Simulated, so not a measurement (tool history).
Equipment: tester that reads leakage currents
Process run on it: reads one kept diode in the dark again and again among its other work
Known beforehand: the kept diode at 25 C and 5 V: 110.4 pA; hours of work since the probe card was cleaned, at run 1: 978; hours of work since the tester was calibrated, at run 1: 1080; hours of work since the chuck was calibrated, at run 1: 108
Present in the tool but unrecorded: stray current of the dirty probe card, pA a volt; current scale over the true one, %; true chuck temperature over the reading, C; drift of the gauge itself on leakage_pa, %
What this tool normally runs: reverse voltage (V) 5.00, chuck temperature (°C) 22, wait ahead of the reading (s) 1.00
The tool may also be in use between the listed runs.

| run | hour | reverse voltage (V) | chuck temperature (°C) | wait ahead of the reading (s) | hours of work since the probe card was cleaned | hours of work since the tester was calibrated | hours of work since the chuck was calibrated | current that the tester gives (pA) |
|---|---|---|---|---|---|---|---|---|
| 1 | 0.0 | 5.00 | 22 | 1.00 | 978 | 1080 | 108 | 96.30 |
| 2 | 60.0 | 5.00 | 22 | 1.00 | 1006 | 1108 | 136 | 97.01 |
| 3 | 115.3 | 5.00 | 22 | 1.00 | 1032 | 1134 | 162 | 97.06 |
| 4 | 151.1 | 5.00 | 22 | 1.00 | 1048 | 1150 | 178 | 97.02 |
| 5 | 201.8 | 5.00 | 37 | 1.00 | 1071 | 1174 | 202 | 275.09 |
| 6 | 232.7 | 5.00 | 37 | 1.00 | 1086 | 1188 | 216 | 275.04 |
| 7 | 265.7 | 4.91 | 22 | 2.14 | 1101 | 1203 | 231 | 97.47 |
|  | 272.8 | tester calibrated |
| 8 | 304.3 | 4.91 | 22 | 2.14 | 1118 | 15 | 248 | 96.76 |
| 9 | 364.7 | 5.00 | 22 | 7.81 | 1146 | 42 | 276 | 97.50 |
| 10 | 418.2 | 5.00 | 46 | 1.49 | 1170 | 67 | 301 | 504.84 |
| 11 | 456.8 | 5.00 | 46 | 1.49 | 1188 | 85 | 318 | 503.97 |
| 12 | 483.2 | 5.00 | 46 | 1.49 | 1201 | 97 | 331 | 502.94 |

A few steps of current that the tester gives (pA) between consecutive runs. Split each: what settings, incoming material and random variation would produce without the hidden state, and what is left over for the hidden state, along with gauge scatter present in only one of the two compared results (measured, and without hidden state):
Run 9 -> 10: chuck temperature (°C) 22 -> 46, wait ahead of the reading (s) 7.81 -> 1.49. current that the tester gives (pA) +407.34: hidden state +10.64, all else +396.70.

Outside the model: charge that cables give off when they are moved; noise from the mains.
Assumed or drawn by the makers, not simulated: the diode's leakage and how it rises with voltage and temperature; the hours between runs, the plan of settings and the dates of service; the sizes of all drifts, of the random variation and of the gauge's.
